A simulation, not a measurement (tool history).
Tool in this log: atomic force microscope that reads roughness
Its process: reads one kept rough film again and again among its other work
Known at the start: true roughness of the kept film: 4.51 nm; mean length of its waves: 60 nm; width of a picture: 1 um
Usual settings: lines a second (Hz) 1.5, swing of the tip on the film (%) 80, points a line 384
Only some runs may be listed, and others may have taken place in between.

run     day  lines a second (Hz)  swing of the tip on the film (%)  points a line  roughness of the kept film (nm (root mean square))
  1   0.000                  1.5                                80            384                                               3.721
      0.467  -- new tip fitted
  2   1.879                  1.5                                80            384                                               3.763
  3   3.133                  1.5                                80            336                                               3.758
  4   4.367                  1.5                                80            336                                               3.755
      6.288  -- new tip fitted
  5   6.367                  1.5                                68            336                                               4.020
  6   7.758                  1.5                                80            828                                               3.737
  7   9.708                  1.5                                80            743                                               3.720
  8  10.888                  1.5                                80            743                                               3.740
     11.350  -- height scale calibrated on a step standard
  9  12.117                  1.5                                80            384                                               3.752
     12.250  -- new tip fitted
 10  13.583                  1.5                                80            384                                               3.750
 11  14.425                  1.5                                80            384                                               3.741
 12  15.396                  1.5                                80            384                                               3.760
 13  16.271                  1.5                                80            384                                               3.747
 14  17.283                  1.5                                80            384                                               3.718
     18.104  -- new tip fitted
 15  18.675                  1.5                                80            384                                               3.746

Expected results for the next run?
 16  19.929                  1.5                                80            384                                                   ?

{"run 16": {"roughness of the kept film (nm (root mean square))": 3.752}}
With no hidden state in the tool, this same run would have given roughness of the kept film (nm (root mean square)) 3.753.
